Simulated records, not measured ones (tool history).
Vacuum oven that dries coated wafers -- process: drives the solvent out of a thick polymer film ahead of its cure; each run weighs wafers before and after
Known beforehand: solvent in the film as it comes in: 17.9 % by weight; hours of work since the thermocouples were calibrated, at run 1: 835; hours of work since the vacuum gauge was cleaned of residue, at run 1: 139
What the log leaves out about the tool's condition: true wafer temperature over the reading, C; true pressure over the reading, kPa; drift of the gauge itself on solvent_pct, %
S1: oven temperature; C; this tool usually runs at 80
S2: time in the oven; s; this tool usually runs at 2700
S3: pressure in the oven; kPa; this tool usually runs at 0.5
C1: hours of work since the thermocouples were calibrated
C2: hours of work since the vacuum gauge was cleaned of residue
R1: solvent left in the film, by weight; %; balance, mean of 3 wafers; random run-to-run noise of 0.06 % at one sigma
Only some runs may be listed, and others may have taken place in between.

run,hour,S1,S2,S3,C1,C2,R1
1,0,80,2700,0.5,835,139,3.64
2,13.2,86,2700,0.5,841,145,2.43
3,23.8,86,2700,0.5,847,151,2.41
4,35.9,68,2700,0.5,853,156,6.59
5,51.5,68,2700,0.5,860,164,6.7
6,62.5,80,2700,0.5,866,169,3.55
7,76,80,2700,0.451,872,176,3.65
8,89.3,80,2700,0.5,879,183,3.74
9,105.7,80,2700,0.5,887,191,3.69
10,116.9,85,2700,0.5,892,196,2.54
11,128,77,2700,0.5,898,201,4.33
12,145.5,77,2700,0.5,906,210,4.45
13,157.9,80,2700,0.799,912,216,4.05
14,173.2,80,2700,0.799,920,224,4.1
15,185.7,80,2700,0.63,926,230,3.81
16,200.4,80,2700,0.63,933,237,3.84
17,215.4,80,2700,0.63,940,244,3.88
18,227.5,80,2700,0.5,946,250,3.74
19,238.4,90,2700,0.5,952,256,1.86
20,250.4,90,1740,0.5,957,261,3.54
21,266.1,90,1740,0.5,965,269,3.67
22,284.1,80,2700,1.294,974,278,4.78
23,293.2,79,2700,0.5,978,282,4.13
24,306.9,80,2700,0.656,985,289,3.93
# hour 310: oven's thermocouples calibrated
25,317.2,88,3600,1.409,4,293,2.47
26,330.2,88,3600,1.409,10,299,2.47
27,346.5,80,3180,1.958,18,307,5.18
28,358.1,69,4560,1.467,24,313,6.26
29,371.5,94,2160,1.111,30,320,2.61
30,388.5,84,4320,0.907,38,328,2.18
31,404.8,80,2340,1.649,46,336,5.86
# hour 424.9: oven's thermocouples calibrated, once more
32,425.8,80,2340,1.649,0,345,5.54
33,433.9,80,2340,1.649,4,349,5.54
34,450.8,80,2340,1.649,13,357,5.34
35,459.5,70,4560,0.5,17,362,3.56
36,474.3,80,2700,0.407,24,369,3.41
37,483.5,94,3480,0.5,29,373,0.81
38,493.7,77,1320,0.293,34,378,7.61
39,505.1,80,2700,0.826,39,384,3.93
40,516.1,79,2700,0.968,45,389,4.31
41,531,79,2700,0.968,52,397,4.29

Predict the results of run 42:
42,547.7,89,4380,0.496,60,405,?

{"run 42": {"R1": 0.95}}
With the hidden condition absent and the run-to-run variation left alone, this run would have shown R1 0.75 %.
